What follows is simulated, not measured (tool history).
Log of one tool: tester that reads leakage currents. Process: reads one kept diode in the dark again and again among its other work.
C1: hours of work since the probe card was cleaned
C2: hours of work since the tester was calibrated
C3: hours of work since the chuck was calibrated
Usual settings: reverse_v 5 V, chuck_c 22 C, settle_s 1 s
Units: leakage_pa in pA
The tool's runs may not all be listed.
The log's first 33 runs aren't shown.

{"run": 34, "hour": 2799.5, "reverse_v": 3.99, "chuck_c": 25, "settle_s": 3.25, "C1": 2208, "C2": 60, "C3": 235, "leakage_pa": 19.53}
{"run": 35, "hour": 2865.8, "reverse_v": 2.91, "chuck_c": 22, "settle_s": 1, "C1": 2257, "C2": 109, "C3": 284, "leakage_pa": 14.41}
{"run": 36, "hour": 2959.1, "reverse_v": 2.91, "chuck_c": 22, "settle_s": 1, "C1": 2327, "C2": 179, "C3": 354, "leakage_pa": 14.4}
{"hour": 3028.4, "done": "probe card cleaned and baked"}
{"run": 37, "hour": 3030.0, "reverse_v": 2.91, "chuck_c": 22, "settle_s": 1, "C1": 1, "C2": 229, "C3": 405, "leakage_pa": 14.38}
{"run": 38, "hour": 3132.9, "reverse_v": 2.91, "chuck_c": 22, "settle_s": 1, "C1": 78, "C2": 306, "C3": 481, "leakage_pa": 14.35}
{"run": 39, "hour": 3251.5, "reverse_v": 7.4, "chuck_c": 42, "settle_s": 7.86, "C1": 166, "C2": 394, "C3": 570, "leakage_pa": 81.57}
{"run": 40, "hour": 3337.0, "reverse_v": 4.79, "chuck_c": 25, "settle_s": 0.72, "C1": 230, "C2": 458, "C3": 633, "leakage_pa": 21.78}
{"run": 41, "hour": 3396.9, "reverse_v": 4.79, "chuck_c": 33, "settle_s": 1.98, "C1": 275, "C2": 503, "C3": 678, "leakage_pa": 37.73}

3 ways to go on from here, each from the tool as it stands after run 41. What would each give?
{"run": "A", "hour": 3484.6, "reverse_v": 2.24, "chuck_c": 45, "settle_s": 1.98, "C1": 340, "C2": 568, "C3": 743, "leakage_pa": "?"}
{"run": "B", "hour": 3484.6, "reverse_v": 4.79, "chuck_c": 33, "settle_s": 0.92, "C1": 340, "C2": 568, "C3": 743, "leakage_pa": "?"}
{"run": "C", "hour": 3484.6, "reverse_v": 5, "chuck_c": 27, "settle_s": 1, "C1": 340, "C2": 568, "C3": 743, "leakage_pa": "?"}

run=A leakage_pa=69.99
run=B leakage_pa=38.28
run=C leakage_pa=25.14
Without the tool's hidden state the same runs would have given:
run=A leakage_pa=70
run=B leakage_pa=38.28
run=C leakage_pa=25.14

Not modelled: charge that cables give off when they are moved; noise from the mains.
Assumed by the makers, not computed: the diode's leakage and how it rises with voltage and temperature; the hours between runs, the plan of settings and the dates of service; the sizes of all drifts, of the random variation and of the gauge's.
